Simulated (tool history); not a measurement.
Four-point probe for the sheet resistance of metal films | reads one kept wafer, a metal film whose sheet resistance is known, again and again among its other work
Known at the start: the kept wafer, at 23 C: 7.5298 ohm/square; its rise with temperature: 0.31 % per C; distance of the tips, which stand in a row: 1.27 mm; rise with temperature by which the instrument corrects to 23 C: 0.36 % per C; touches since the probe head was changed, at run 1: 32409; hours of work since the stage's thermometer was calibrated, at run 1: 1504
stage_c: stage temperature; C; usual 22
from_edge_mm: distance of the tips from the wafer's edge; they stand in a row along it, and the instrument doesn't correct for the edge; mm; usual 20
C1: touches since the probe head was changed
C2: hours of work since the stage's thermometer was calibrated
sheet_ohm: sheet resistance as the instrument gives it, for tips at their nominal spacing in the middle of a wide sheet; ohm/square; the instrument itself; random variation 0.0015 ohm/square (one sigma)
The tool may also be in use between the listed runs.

run 1 hour=0 | stage_c=22 from_edge_mm=20 | C1=32409 C2=1504 | sheet_ohm=7.568637
run 2 hour=17.1 | stage_c=23 from_edge_mm=20 | C1=33023 C2=1515 | sheet_ohm=7.567162
run 3 hour=36.8 | stage_c=23 from_edge_mm=16 | C1=33731 C2=1527 | sheet_ohm=7.575526
run 4 hour=55.2 | stage_c=23 from_edge_mm=16 | C1=34392 C2=1538 | sheet_ohm=7.574869
run 5 hour=81.4 | stage_c=23 from_edge_mm=16 | C1=35335 C2=1554 | sheet_ohm=7.575215
run 6 hour=96.8 | stage_c=23 from_edge_mm=16 | C1=35887 C2=1564 | sheet_ohm=7.571
run 7 hour=124.6 | stage_c=22 from_edge_mm=20 | C1=36886 C2=1581 | sheet_ohm=7.570319
run 8 hour=144 | stage_c=22 from_edge_mm=20 | C1=37582 C2=1593 | sheet_ohm=7.572971
run 9 hour=163.5 | stage_c=22 from_edge_mm=20 | C1=38284 C2=1605 | sheet_ohm=7.570972
run 10 hour=191.6 | stage_c=22 from_edge_mm=20 | C1=39293 C2=1622 | sheet_ohm=7.569868
run 11 hour=211.2 | stage_c=22 from_edge_mm=20 | C1=39998 C2=1634 | sheet_ohm=7.571178
run 12 hour=225.8 | stage_c=22 from_edge_mm=20 | C1=40520 C2=1643 | sheet_ohm=7.571718
run 13 hour=244.1 | stage_c=22 from_edge_mm=4 | C1=41179 C2=1654 | sheet_ohm=7.942842
run 14 hour=257.2 | stage_c=22 from_edge_mm=4 | C1=41651 C2=1662 | sheet_ohm=7.944571
run 15 hour=272.6 | stage_c=22 from_edge_mm=20 | C1=42203 C2=1672 | sheet_ohm=7.571568
run 16 hour=291.2 | stage_c=22 from_edge_mm=20 | C1=42871 C2=1683 | sheet_ohm=7.571845
run 17 hour=309 | stage_c=22 from_edge_mm=20 | C1=43510 C2=1694 | sheet_ohm=7.573141
run 18 hour=333.7 | stage_c=22 from_edge_mm=20 | C1=44399 C2=1709 | sheet_ohm=7.57337
run 19 hour=345.1 | stage_c=22 from_edge_mm=20 | C1=44810 C2=1716 | sheet_ohm=7.570694
run 20 hour=357.9 | stage_c=22 from_edge_mm=20 | C1=45268 C2=1724 | sheet_ohm=7.574554
run 21 hour=377.6 | stage_c=22 from_edge_mm=20 | C1=45975 C2=1736 | sheet_ohm=7.575392
-- hour=380.1 stage's thermometer calibrated
run 22 hour=406.1 | stage_c=22 from_edge_mm=20 | C1=46982 C2=16 | sheet_ohm=7.570118
run 23 hour=429.3 | stage_c=24 from_edge_mm=7 | C1=47815 C2=30 | sheet_ohm=7.677422
run 24 hour=444.1 | stage_c=29 from_edge_mm=20 | C1=48347 C2=39 | sheet_ohm=7.543181
run 25 hour=469.7 | stage_c=25 from_edge_mm=4 | C1=49268 C2=55 | sheet_ohm=7.931678
run 26 hour=491.9 | stage_c=22 from_edge_mm=19 | C1=50066 C2=69 | sheet_ohm=7.573473
run 27 hour=510.1 | stage_c=22 from_edge_mm=19 | C1=50719 C2=80 | sheet_ohm=7.571152
run 28 hour=526.2 | stage_c=31 from_edge_mm=6 | C1=51298 C2=90 | sheet_ohm=7.692721
-- hour=537 stage's thermometer calibrated, once more
run 29 hour=552.4 | stage_c=31 from_edge_mm=6 | C1=52222 C2=9 | sheet_ohm=7.702868
run 30 hour=576 | stage_c=30 from_edge_mm=72 | C1=53070 C2=24 | sheet_ohm=7.530718
run 31 hour=601.2 | stage_c=22 from_edge_mm=5 | C1=53974 C2=39 | sheet_ohm=7.815227
run 32 hour=624.5 | stage_c=22 from_edge_mm=5 | C1=54810 C2=54 | sheet_ohm=7.817739
run 33 hour=645 | stage_c=34 from_edge_mm=5 | C1=55549 C2=66 | sheet_ohm=7.767368
run 34 hour=656.7 | stage_c=34 from_edge_mm=5 | C1=55967 C2=74 | sheet_ohm=7.765515
run 35 hour=678.6 | stage_c=30 from_edge_mm=3 | C1=56756 C2=87 | sheet_ohm=8.186692
run 36 hour=697.4 | stage_c=30 from_edge_mm=3 | C1=57431 C2=99 | sheet_ohm=8.189012
run 37 hour=724.8 | stage_c=20 from_edge_mm=14 | C1=58416 C2=116 | sheet_ohm=7.606681
run 38 hour=751.5 | stage_c=31 from_edge_mm=9 | C1=59375 C2=132 | sheet_ohm=7.607424
run 39 hour=767.3 | stage_c=31 from_edge_mm=9 | C1=59943 C2=142 | sheet_ohm=7.60701
run 40 hour=784.7 | stage_c=31 from_edge_mm=9 | C1=60566 C2=152 | sheet_ohm=7.607974
run 41 hour=810.9 | stage_c=24 from_edge_mm=16 | C1=61508 C2=168 | sheet_ohm=7.582738
run 42 hour=827.2 | stage_c=32 from_edge_mm=4 | C1=62093 C2=179 | sheet_ohm=7.910438
run 43 hour=842.9 | stage_c=32 from_edge_mm=4 | C1=62659 C2=188 | sheet_ohm=7.909657
run 44 hour=854.8 | stage_c=34 from_edge_mm=10 | C1=63084 C2=195 | sheet_ohm=7.580114

5 ways to go on from here, each from the tool as it stands after run 44. What would each give?
run A hour=870 | stage_c=22 from_edge_mm=20 | C1=63631 C2=205 | sheet_ohm=?
run B hour=870 | stage_c=18 from_edge_mm=18 | C1=63631 C2=205 | sheet_ohm=?
run C hour=870 | stage_c=22 from_edge_mm=38 | C1=63631 C2=205 | sheet_ohm=?
run D hour=870 | stage_c=32 from_edge_mm=7 | C1=63631 C2=205 | sheet_ohm=?
run E hour=870 | stage_c=33 from_edge_mm=3 | C1=63631 C2=205 | sheet_ohm=?

run=A sheet_ohm=7.580417
run=B sheet_ohm=7.605679
run=C sheet_ohm=7.568048
run=D sheet_ohm=7.653836
run=E sheet_ohm=8.176917
Without the tool's hidden state the same runs would have given:
run=A sheet_ohm=7.549237
run=B sheet_ohm=7.574428
run=C sheet_ohm=7.536915
run=D sheet_ohm=7.62232
run=E sheet_ohm=8.143459
